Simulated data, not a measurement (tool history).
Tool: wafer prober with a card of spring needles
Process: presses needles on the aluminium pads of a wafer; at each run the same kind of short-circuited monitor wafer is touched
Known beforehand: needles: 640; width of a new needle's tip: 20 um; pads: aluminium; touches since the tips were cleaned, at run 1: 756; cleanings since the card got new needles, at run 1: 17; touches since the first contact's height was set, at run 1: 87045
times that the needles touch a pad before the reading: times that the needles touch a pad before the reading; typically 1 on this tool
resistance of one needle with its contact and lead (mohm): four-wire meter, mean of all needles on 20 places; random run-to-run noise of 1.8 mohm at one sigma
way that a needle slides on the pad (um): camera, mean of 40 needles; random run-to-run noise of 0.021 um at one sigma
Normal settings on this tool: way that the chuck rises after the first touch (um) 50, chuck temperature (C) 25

| run | hour | way that the chuck rises after the first touch (um) | chuck temperature (C) | times that the needles touch a pad before the reading | touches since the tips were cleaned | cleanings since the card got new needles | touches since the first contact's height was set | resistance of one needle with its contact and lead (mohm) | way that a needle slides on the pad (um) |
|---|---|---|---|---|---|---|---|---|---|
| 1 | 0.0 | 50 | 25 | 1 | 756 | 17 | 87045 | 201 | 6.68 |
| 2 | 14.9 | 50 | 25 | 1 | 4148 | 17 | 90437 | 255 | 6.67 |
|  | 16.0 | tips cleaned on abrasive film |
| 3 | 29.0 | 50 | 25 | 1 | 2983 | 18 | 93653 | 246 | 6.73 |
|  | 35.3 | tips cleaned on abrasive film |
| 4 | 43.5 | 50 | 25 | 1 | 1873 | 19 | 96924 | 224 | 6.68 |
|  | 48.5 | height of the first contact set anew |
|  | 55.2 | tips cleaned on abrasive film |
| 5 | 56.4 | 50 | 25 | 1 | 271 | 20 | 1772 | 197 | 6.94 |
| 6 | 68.9 | 50 | 25 | 1 | 3139 | 20 | 4640 | 242 | 6.90 |
|  | 75.3 | tips cleaned on abrasive film |
| 7 | 79.0 | 50 | 25 | 1 | 852 | 21 | 6917 | 208 | 6.89 |
| 8 | 88.1 | 50 | 25 | 1 | 2923 | 21 | 8988 | 240 | 6.88 |
|  | 94.8 | tips cleaned on abrasive film |
| 9 | 107.4 | 47 | 62 | 1 | 2879 | 22 | 13390 | 253 | 6.49 |
|  | 113.9 | tips cleaned on abrasive film |
| 10 | 125.3 | 47 | 62 | 1 | 2613 | 23 | 17452 | 246 | 6.47 |
|  | 133.7 | tips cleaned on abrasive film |
| 11 | 140.8 | 47 | 62 | 1 | 1610 | 24 | 20951 | 238 | 6.44 |
|  | 153.5 | tips cleaned on abrasive film |
| 12 | 159.0 | 56 | 107 | 1 | 1256 | 25 | 25085 | 221 | 7.65 |

3 options for the next run, each taken on its own from the tool as it stands now. Forecast them:
|  | 173.6 | tips cleaned on abrasive film |
| A | 175.9 | 66 | 107 | 1 | 531 | 26 | 28936 | ? | ? |
|  | 173.6 | tips cleaned on abrasive film |
| B | 175.9 | 56 | 107 | 3 | 531 | 26 | 28936 | ? | ? |
|  | 173.6 | tips cleaned on abrasive film |
| C | 175.9 | 65 | 38 | 2 | 531 | 26 | 28936 | ? | ? |

| run | resistance of one needle with its contact and lead (mohm) | way that a needle slides on the pad (um) |
|---|---|---|
| A | 208 | 9.04 |
| B | 206 | 7.68 |
| C | 192 | 8.91 |
Had the tool no hidden state, the same runs would have come out as:
| run | resistance of one needle with its contact and lead (mohm) | way that a needle slides on the pad (um) |
|---|---|---|
| A | 198 | 9.12 |
| B | 200 | 7.76 |
| C | 185 | 8.99 |

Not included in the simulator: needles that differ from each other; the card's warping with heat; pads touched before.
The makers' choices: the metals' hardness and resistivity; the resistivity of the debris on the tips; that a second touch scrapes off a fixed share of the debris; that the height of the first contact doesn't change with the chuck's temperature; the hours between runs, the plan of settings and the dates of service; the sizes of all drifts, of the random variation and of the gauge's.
